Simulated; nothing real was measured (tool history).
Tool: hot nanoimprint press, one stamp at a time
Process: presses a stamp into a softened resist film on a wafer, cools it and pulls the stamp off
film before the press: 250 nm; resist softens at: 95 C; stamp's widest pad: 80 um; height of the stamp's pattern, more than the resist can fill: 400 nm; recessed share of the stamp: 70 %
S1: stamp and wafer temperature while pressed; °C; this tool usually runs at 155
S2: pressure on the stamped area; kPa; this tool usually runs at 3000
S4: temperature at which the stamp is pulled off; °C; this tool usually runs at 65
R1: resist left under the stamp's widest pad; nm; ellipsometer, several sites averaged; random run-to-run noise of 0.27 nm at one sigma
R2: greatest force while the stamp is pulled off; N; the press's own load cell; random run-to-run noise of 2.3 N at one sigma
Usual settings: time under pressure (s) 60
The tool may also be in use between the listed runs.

run 1 hour=0 | S1=155 S2=3000 time_under_pressure_(s)=60 S4=65 | R1=94.1 R2=198
run 2 hour=10.5 | S1=155 S2=3000 time_under_pressure_(s)=60 S4=65 | R1=94.4 R2=198
run 3 hour=15.1 | S1=155 S2=3000 time_under_pressure_(s)=60 S4=66 | R1=94 R2=195
run 4 hour=21.4 | S1=150 S2=3000 time_under_pressure_(s)=60 S4=65 | R1=115.3 R2=201
run 5 hour=27.8 | S1=150 S2=3000 time_under_pressure_(s)=60 S4=65 | R1=114.3 R2=197
run 6 hour=38.1 | S1=155 S2=1850 time_under_pressure_(s)=60 S4=65 | R1=116.7 R2=202
run 7 hour=46.7 | S1=155 S2=1850 time_under_pressure_(s)=60 S4=65 | R1=116.9 R2=199
run 8 hour=54.2 | S1=155 S2=3000 time_under_pressure_(s)=60 S4=53 | R1=93.9 R2=257
run 9 hour=64 | S1=155 S2=3000 time_under_pressure_(s)=60 S4=53 | R1=93.4 R2=265
run 10 hour=68.5 | S1=155 S2=3000 time_under_pressure_(s)=60 S4=53 | R1=93.7 R2=263
run 11 hour=73.9 | S1=155 S2=3000 time_under_pressure_(s)=60 S4=53 | R1=93.4 R2=268
run 12 hour=78.3 | S1=155 S2=3000 time_under_pressure_(s)=60 S4=53 | R1=93.4 R2=265
run 13 hour=89.3 | S1=155 S2=3000 time_under_pressure_(s)=60 S4=73 | R1=92.9 R2=152
-- hour=97.4 stamp cleaned and given a new release coat
run 14 hour=104.3 | S1=155 S2=3000 time_under_pressure_(s)=60 S4=65 | R1=92.9 R2=198
run 15 hour=113.4 | S1=155 S2=3000 time_under_pressure_(s)=60 S4=65 | R1=93.4 R2=196
run 16 hour=119.3 | S1=164 S2=3600 time_under_pressure_(s)=60 S4=65 | R1=60.1 R2=198
run 17 hour=128.3 | S1=164 S2=3600 time_under_pressure_(s)=60 S4=65 | R1=60.4 R2=199
run 18 hour=137.8 | S1=164 S2=3600 time_under_pressure_(s)=60 S4=65 | R1=59.6 R2=197
run 19 hour=143.8 | S1=164 S2=3600 time_under_pressure_(s)=60 S4=65 | R1=60 R2=202
run 20 hour=149.6 | S1=155 S2=3000 time_under_pressure_(s)=37 S4=65 | R1=112 R2=196
run 21 hour=158.3 | S1=165 S2=2110 time_under_pressure_(s)=30 S4=54 | R1=100.3 R2=262
run 22 hour=168.4 | S1=162 S2=2530 time_under_pressure_(s)=56 S4=52 | R1=79.2 R2=275
run 23 hour=179.3 | S1=162 S2=2530 time_under_pressure_(s)=39 S4=59 | R1=92.3 R2=232
run 24 hour=190 | S1=162 S2=3000 time_under_pressure_(s)=36 S4=65 | R1=87 R2=197
run 25 hour=200.9 | S1=162 S2=3000 time_under_pressure_(s)=36 S4=65 | R1=87.3 R2=197
run 26 hour=210.7 | S1=162 S2=3000 time_under_pressure_(s)=79 S4=62 | R1=62.6 R2=213
run 27 hour=215.6 | S1=155 S2=3000 time_under_pressure_(s)=117 S4=73 | R1=69.6 R2=153
run 28 hour=220.4 | S1=155 S2=3000 time_under_pressure_(s)=117 S4=54 | R1=69.7 R2=260
run 29 hour=226.4 | S1=155 S2=3000 time_under_pressure_(s)=114 S4=67 | R1=70.4 R2=189
run 30 hour=231 | S1=156 S2=2920 time_under_pressure_(s)=114 S4=67 | R1=68 R2=191

4 options for the next run, each taken on its own from the tool as it stands now. Forecast them:
run A hour=235.7 | S1=155 S2=2880 time_under_pressure_(s)=50 S4=65 | R1=? R2=?
run B hour=235.7 | S1=154 S2=3000 time_under_pressure_(s)=60 S4=65 | R1=? R2=?
run C hour=235.7 | S1=163 S2=3800 time_under_pressure_(s)=60 S4=59 | R1=? R2=?
run D hour=235.7 | S1=155 S2=3000 time_under_pressure_(s)=60 S4=65 | R1=? R2=?

run=A R1=100.8 R2=202
run=B R1=96 R2=203
run=C R1=59.9 R2=235
run=D R1=91.9 R2=203
Take away the tool's hidden state, keep each run's random variation, and the runs would have read:
run=A R1=103.1 R2=202
run=B R1=98.1 R2=202
run=C R1=61.2 R2=234
run=D R1=94 R2=203
